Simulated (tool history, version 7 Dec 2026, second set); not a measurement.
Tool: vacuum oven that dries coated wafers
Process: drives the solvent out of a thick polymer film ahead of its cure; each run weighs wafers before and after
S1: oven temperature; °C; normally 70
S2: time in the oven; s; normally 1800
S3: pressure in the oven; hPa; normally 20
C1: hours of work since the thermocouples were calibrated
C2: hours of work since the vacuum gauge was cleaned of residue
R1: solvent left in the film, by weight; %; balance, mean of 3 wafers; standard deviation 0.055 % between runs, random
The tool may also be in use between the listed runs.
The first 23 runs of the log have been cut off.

Run 24, day 77.183: usual settings but S2 1380 s; C1 319; C2 817. Result: R1 4.77 %.
At day 78.075: oven's thermocouples calibrated, once more.
Run 25, day 81.1: usual settings but S2 1380 s; C1 52; C2 883. Result: R1 5.42 %.
Run 26, day 83.946: usual settings but S1 76 °C, S2 1140 s, S3 39.2 hPa; C1 101; C2 932. Result: R1 5.26 %.
Run 27, day 87.771: usual settings but S1 76 °C, S2 1140 s, S3 39.2 hPa; C1 166; C2 997. Result: R1 5.28 %.
Run 28, day 91.083: usual settings but S1 73 °C, S2 1260 s, S3 29.9 hPa; C1 223; C2 1054. Result: R1 5.13 %.
Run 29, day 95.388: usual settings but S1 73 °C, S2 1440 s, S3 29.9 hPa; C1 297; C2 1128. Result: R1 4.66 %.
Run 30, day 98.112: usual settings but S1 73 °C, S2 3180 s, S3 46.3 hPa; C1 344; C2 1175. Result: R1 2.62 %.
Run 31, day 101.712: usual settings but S1 73 °C, S2 3180 s, S3 46.3 hPa; C1 405; C2 1236. Result: R1 2.69 %.
Run 32, day 104.179: usual settings but S1 73 °C, S2 3180 s, S3 46.3 hPa; C1 448; C2 1279. Result: R1 2.7 %.
Run 33, day 107.125: usual settings but S2 1380 s; C1 498; C2 1329. Result: R1 5.22 %.
Run 34, day 110.967: usual settings but S1 69 °C; C1 564; C2 1395. Result: R1 4.24 %.
Run 35, day 113.158: usual settings but S1 58 °C, S2 2580 s, S3 12.9 hPa; C1 602; C2 1433. Result: R1 4.99 %.
Run 36, day 115.058: usual settings but S1 58 °C, S2 2580 s, S3 12.9 hPa; C1 634; C2 1465. Result: R1 4.83 %.
Run 37, day 118.379: usual settings but S1 71 °C, S2 1320 s, S3 46.6 hPa; C1 691; C2 1522. Result: R1 5.87 %.
Run 38, day 121.988: usual settings but S1 71 °C, S2 1320 s, S3 46.6 hPa; C1 753; C2 1584. Result: R1 5.75 %.
At day 123.362: vacuum gauge cleaned of residue and calibrated.
Run 39, day 124.704: usual settings but S1 71 °C, S2 3120 s, S3 16.4 hPa; C1 799; C2 23. Result: R1 1.72 %.
Run 40, day 127.783: usual settings but S1 56 °C; C1 852; C2 76. Result: R1 6.74 %.
Run 41, day 130.433: usual settings but S1 56 °C; C1 897; C2 121. Result: R1 6.73 %.
Run 42, day 133.946: usual settings but S1 56 °C; C1 957; C2 182. Result: R1 6.75 %.
Run 43, day 137.562: usual settings but S1 64 °C; C1 1019; C2 244. Result: R1 5.15 %.
At day 138.383: oven's thermocouples calibrated.
Run 44, day 139.704: usual settings but S1 60 °C, S2 1080 s, S3 54.6 hPa; C1 23; C2 279. Result: R1 9.46 %.
Run 45, day 144: usual settings but S1 60 °C, S2 1080 s, S3 54.6 hPa; C1 96; C2 352. Result: R1 9.46 %.
Run 46, day 146.404: usual settings but S1 64 °C, S2 1080 s, S3 54.6 hPa; C1 138; C2 394. Result: R1 8.57 %.
Run 47, day 150.2: usual settings but S1 79 °C, S2 2340 s, S3 15.6 hPa; C1 203; C2 459. Result: R1 1.64 %.

Below are 4 alternative next runs, each starting from the tool's condition after run 47. Predict each:
Run A, day 154: usual settings but S1 79 °C, S2 2760 s, S3 15.6 hPa; C1 268; C2 524. Result: R1 ?.
Run B, day 154: usual settings but S1 65 °C, S2 960 s, S3 59.4 hPa; C1 268; C2 524. Result: R1 ?.
Run C, day 154: usual settings but S1 79 °C, S2 2340 s, S3 25.7 hPa; C1 268; C2 524. Result: R1 ?.
Run D, day 154: usual settings but S1 85 °C, S2 2340 s, S3 23.1 hPa; C1 268; C2 524. Result: R1 ?.

run    R1
  A  1.16
  B   8.8
  C  1.86
  D  1.09
Without the tool's hidden state the same runs would have given:
run    R1
  A  1.18
  B  8.89
  C   1.9
  D  1.11

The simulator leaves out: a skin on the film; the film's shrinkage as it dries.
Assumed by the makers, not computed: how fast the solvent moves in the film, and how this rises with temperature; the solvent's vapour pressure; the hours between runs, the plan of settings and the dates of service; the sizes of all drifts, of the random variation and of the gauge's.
